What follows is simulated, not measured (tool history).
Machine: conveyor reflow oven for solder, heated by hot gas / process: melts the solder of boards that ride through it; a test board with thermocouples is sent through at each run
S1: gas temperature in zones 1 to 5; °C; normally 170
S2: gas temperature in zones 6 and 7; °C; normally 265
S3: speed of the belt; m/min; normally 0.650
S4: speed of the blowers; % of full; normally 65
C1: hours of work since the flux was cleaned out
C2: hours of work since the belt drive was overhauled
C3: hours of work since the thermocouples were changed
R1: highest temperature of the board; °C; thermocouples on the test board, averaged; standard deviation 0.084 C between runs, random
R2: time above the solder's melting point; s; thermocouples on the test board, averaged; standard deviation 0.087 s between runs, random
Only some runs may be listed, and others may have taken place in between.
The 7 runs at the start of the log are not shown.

run   hour   S1   S2     S3  S4   C1   C2   C3      R1     R2
  8   70.7  170  262  0.650  65  251  201  568  247.57  51.33
  9   85.9  170  265  0.650  59  263  213  580  249.38  52.13
 10  101.8  170  265  0.650  65  275  225  592  250.08  53.09
 11  113.3  170  265  0.650  65  283  233  600  250.09  53.03
     118.9  -- belt drive overhauled, speed set with a stopwatch
 12  133.9  170  265  0.650  65  296   11  613  250.11  53.10
 13  142.8  170  265  0.650  65  302   18  620  249.93  53.42
     151.2  -- belt drive overhauled, speed set with a stopwatch, once more
 14  155.5  170  265  0.650  65  309    3  626  249.82  52.46
 15  167.3  170  265  0.650  65  318   12  635  249.68  52.37
     176.2  -- flux residue cleaned out of gas plates and filters
 16  179.6  170  279  0.650  65    3   18  640  263.15  60.75

Run 17 has not been measured yet. What should we expect?
 17  194.2  179  265  0.585  64  14  29  651   ?   ?

{"run 17": {"R1": 254.21, "R2": 66.39}}
Minus the tool's unlogged condition, the same run would have read R1 254.88 °C, R2 66.78 s.
